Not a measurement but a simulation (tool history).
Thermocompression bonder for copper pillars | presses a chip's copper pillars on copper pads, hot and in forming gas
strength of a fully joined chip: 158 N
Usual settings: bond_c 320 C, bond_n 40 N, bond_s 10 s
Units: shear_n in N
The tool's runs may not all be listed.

Run 1, hour 0: usual settings. Result: shear_n 71.9 N.
Run 2, hour 15.7: usual settings. Result: shear_n 72 N.
Run 3, hour 42: usual settings but bond_c 316 C. Result: shear_n 68.4 N.
Run 4, hour 53: usual settings but bond_s 27 s. Result: shear_n 100 N.
Run 5, hour 69.6: usual settings. Result: shear_n 72.2 N.
Run 6, hour 81.2: usual settings. Result: shear_n 71.3 N.
Run 7, hour 93: usual settings. Result: shear_n 70.1 N.
Run 8, hour 111.2: usual settings. Result: shear_n 70 N.
Run 9, hour 136.5: usual settings but bond_n 27 N. Result: shear_n 45.8 N.
Run 10, hour 156.4: usual settings. Result: shear_n 70 N.
Run 11, hour 178.7: usual settings. Result: shear_n 68.1 N.
Run 12, hour 190.2: usual settings. Result: shear_n 69.1 N.
Run 13, hour 217.1: usual settings. Result: shear_n 68.7 N.
Run 14, hour 238.7: usual settings but bond_n 38 N. Result: shear_n 65.1 N.
Run 15, hour 254.4: usual settings but bond_n 38 N. Result: shear_n 64.1 N.
Run 16, hour 267: usual settings but bond_n 38 N. Result: shear_n 66.2 N.
Run 17, hour 278.7: usual settings but bond_n 38 N. Result: shear_n 64.9 N.
Run 18, hour 289.7: usual settings but bond_n 38 N, bond_s 11 s. Result: shear_n 64.7 N.
Run 19, hour 312.3: usual settings but bond_n 38 N, bond_s 11 s. Result: shear_n 67.5 N.
Run 20, hour 323.1: usual settings but bond_n 38 N, bond_s 11 s. Result: shear_n 64.8 N.
Run 21, hour 349.7: usual settings but bond_n 38 N, bond_s 11 s. Result: shear_n 65.9 N.
At hour 366.9: forming gas filter changed.
Run 22, hour 370: usual settings but bond_n 38 N, bond_s 11 s. Result: shear_n 70.4 N.
Run 23, hour 392.1: usual settings but bond_c 294 C, bond_s 20 s. Result: shear_n 64.9 N.
Run 24, hour 408.6: usual settings but bond_c 344 C, bond_n 27 N. Result: shear_n 64.3 N.
Run 25, hour 421.4: usual settings but bond_c 344 C, bond_n 27 N. Result: shear_n 63.8 N.
Run 26, hour 446.9: usual settings but bond_c 344 C, bond_n 27 N. Result: shear_n 64.9 N.
Run 27, hour 469.1: usual settings but bond_c 344 C, bond_n 51 N. Result: shear_n 113.7 N.
Run 28, hour 495.8: usual settings but bond_c 324 C, bond_s 14 s. Result: shear_n 80.8 N.
Run 29, hour 518.6: usual settings but bond_c 290 C. Result: shear_n 43.4 N.
Run 30, hour 534.7: usual settings but bond_c 301 C. Result: shear_n 51.1 N.
Run 31, hour 546.1: usual settings but bond_c 291 C, bond_n 25 N. Result: shear_n 25.8 N.
Run 32, hour 569.1: usual settings but bond_c 291 C, bond_n 25 N. Result: shear_n 23.4 N.
Run 33, hour 587: usual settings but bond_c 346 C. Result: shear_n 92 N.

Forecast run 34:
Run 34, hour 598.2: usual settings but bond_c 346 C. Result: shear_n ?.

shear_n: 92.7 N
Without the tool's hidden state the same run would have given shear_n 103.4 N.
